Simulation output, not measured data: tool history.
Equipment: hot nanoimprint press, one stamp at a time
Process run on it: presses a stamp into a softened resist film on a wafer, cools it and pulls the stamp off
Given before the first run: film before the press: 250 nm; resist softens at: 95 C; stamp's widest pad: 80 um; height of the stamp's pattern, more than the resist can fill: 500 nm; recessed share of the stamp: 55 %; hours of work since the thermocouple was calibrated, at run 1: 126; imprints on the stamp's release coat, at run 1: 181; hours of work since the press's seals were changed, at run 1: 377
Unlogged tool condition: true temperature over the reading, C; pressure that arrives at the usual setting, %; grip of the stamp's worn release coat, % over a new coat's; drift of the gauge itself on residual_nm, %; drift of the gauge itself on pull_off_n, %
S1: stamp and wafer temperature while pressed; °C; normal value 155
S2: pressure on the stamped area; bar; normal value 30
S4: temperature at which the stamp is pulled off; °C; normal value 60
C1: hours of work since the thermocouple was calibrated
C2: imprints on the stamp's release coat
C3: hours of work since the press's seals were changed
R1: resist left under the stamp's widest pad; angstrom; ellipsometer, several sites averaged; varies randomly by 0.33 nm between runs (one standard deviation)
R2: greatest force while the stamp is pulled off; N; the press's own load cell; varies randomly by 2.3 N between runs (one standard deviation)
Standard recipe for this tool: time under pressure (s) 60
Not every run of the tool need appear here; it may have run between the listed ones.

run 1 hour=0 | S1=155 S2=30 time_under_pressure_(s)=60 S4=60 | C1=126 C2=181 C3=377 | R1=1234 R2=105
run 2 hour=67.6 | S1=155 S2=30 time_under_pressure_(s)=60 S4=60 | C1=173 C2=383 C3=424 | R1=1235 R2=108
run 3 hour=119.8 | S1=155 S2=30 time_under_pressure_(s)=60 S4=60 | C1=209 C2=539 C3=459 | R1=1238 R2=105
run 4 hour=202.4 | S1=155 S2=30 time_under_pressure_(s)=60 S4=60 | C1=265 C2=785 C3=516 | R1=1232 R2=104
run 5 hour=261.6 | S1=150 S2=30 time_under_pressure_(s)=60 S4=60 | C1=306 C2=962 C3=557 | R1=1458 R2=108
run 6 hour=316.1 | S1=150 S2=30 time_under_pressure_(s)=60 S4=60 | C1=343 C2=1125 C3=594 | R1=1461 R2=105
run 7 hour=382.6 | S1=150 S2=30 time_under_pressure_(s)=60 S4=60 | C1=389 C2=1324 C3=640 | R1=1457 R2=105
-- hour=445.7 stamp cleaned and given a new release coat
run 8 hour=465.9 | S1=150 S2=30 time_under_pressure_(s)=60 S4=60 | C1=442 C2=60 C3=693 | R1=1465 R2=107
-- hour=492.2 plate thermocouple calibrated
run 9 hour=508.2 | S1=155 S2=30 time_under_pressure_(s)=60 S4=60 | C1=11 C2=178 C3=720 | R1=1246 R2=100
-- hour=567 press's hydraulic seals changed and the load cell set to zero
run 10 hour=580.6 | S1=155 S2=30 time_under_pressure_(s)=74 S4=60 | C1=55 C2=370 C3=9 | R1=1150 R2=104
run 11 hour=636.8 | S1=155 S2=30 time_under_pressure_(s)=74 S4=60 | C1=94 C2=538 C3=48 | R1=1154 R2=107
run 12 hour=678.1 | S1=155 S2=30 time_under_pressure_(s)=74 S4=60 | C1=122 C2=661 C3=76 | R1=1153 R2=105
run 13 hour=766.1 | S1=155 S2=30 time_under_pressure_(s)=74 S4=60 | C1=182 C2=924 C3=137 | R1=1155 R2=101
run 14 hour=834 | S1=155 S2=30 time_under_pressure_(s)=74 S4=60 | C1=229 C2=1127 C3=183 | R1=1157 R2=107
run 15 hour=889.5 | S1=159 S2=30 time_under_pressure_(s)=74 S4=60 | C1=267 C2=1293 C3=221 | R1=1004 R2=105
run 16 hour=942.9 | S1=167 S2=34.4 time_under_pressure_(s)=60 S4=47 | C1=304 C2=1452 C3=258 | R1=798 R2=139
-- hour=963.8 stamp cleaned and given a new release coat
run 17 hour=1043.1 | S1=167 S2=34.4 time_under_pressure_(s)=60 S4=47 | C1=368 C2=236 C3=323 | R1=794 R2=134
run 18 hour=1109 | S1=167 S2=34.4 time_under_pressure_(s)=60 S4=47 | C1=414 C2=433 C3=368 | R1=796 R2=135
-- hour=1175.9 plate thermocouple calibrated
run 19 hour=1179.7 | S1=154 S2=34.2 time_under_pressure_(s)=86 S4=52 | C1=3 C2=635 C3=414 | R1=1073 R2=126
run 20 hour=1258 | S1=155 S2=30 time_under_pressure_(s)=60 S4=61 | C1=56 C2=869 C3=468 | R1=1254 R2=101
run 21 hour=1327.5 | S1=155 S2=36.2 time_under_pressure_(s)=30 S4=64 | C1=104 C2=1077 C3=516 | R1=1477 R2=94
run 22 hour=1411.5 | S1=152 S2=21.2 time_under_pressure_(s)=45 S4=67 | C1=162 C2=1328 C3=573 | R1=1713 R2=91
run 23 hour=1449.6 | S1=150 S2=18.9 time_under_pressure_(s)=48 S4=51 | C1=188 C2=1441 C3=599 | R1=1840 R2=125
-- hour=1470.3 stamp cleaned and given a new release coat
run 24 hour=1495.9 | S1=150 S2=18.9 time_under_pressure_(s)=48 S4=51 | C1=215 C2=77 C3=627 | R1=1836 R2=127
run 25 hour=1547.5 | S1=158 S2=39.6 time_under_pressure_(s)=60 S4=46 | C1=251 C2=231 C3=662 | R1=1004 R2=142
run 26 hour=1616.6 | S1=156 S2=37.4 time_under_pressure_(s)=75 S4=59 | C1=298 C2=437 C3=710 | R1=1014 R2=104
-- hour=1688.4 press's hydraulic seals changed and the load cell set to zero
run 27 hour=1688.4 | S1=151 S2=20.4 time_under_pressure_(s)=60 S4=60 | C1=342 C2=628 C3=0 | R1=1643 R2=107
run 28 hour=1748.7 | S1=155 S2=30 time_under_pressure_(s)=60 S4=64 | C1=383 C2=808 C3=41 | R1=1259 R2=95
run 29 hour=1821.6 | S1=163 S2=45.1 time_under_pressure_(s)=60 S4=64 | C1=433 C2=1026 C3=91 | R1=796 R2=96

Branching from run 29: 4 alternative next runs. What would each branch give?
-- hour=1862 plate thermocouple calibrated
run A hour=1903.6 | S1=143 S2=19.5 time_under_pressure_(s)=60 S4=49 | C1=29 C2=1261 C3=146 | R1=? R2=?
-- hour=1862 plate thermocouple calibrated
run B hour=1903.6 | S1=145 S2=35.8 time_under_pressure_(s)=60 S4=54 | C1=29 C2=1261 C3=146 | R1=? R2=?
-- hour=1862 plate thermocouple calibrated
run C hour=1903.6 | S1=163 S2=27.3 time_under_pressure_(s)=30 S4=49 | C1=29 C2=1261 C3=146 | R1=? R2=?
-- hour=1862 plate thermocouple calibrated
run D hour=1903.6 | S1=155 S2=42.6 time_under_pressure_(s)=60 S4=47 | C1=29 C2=1261 C3=146 | R1=? R2=?

run=A R1=2039 R2=132
run=B R1=1638 R2=120
run=C R1=1321 R2=133
run=D R1=1086 R2=135
Without the tool's hidden state the same runs would have given:
run=A R1=1991 R2=130
run=B R1=1599 R2=119
run=C R1=1289 R2=132
run=D R1=1060 R2=134
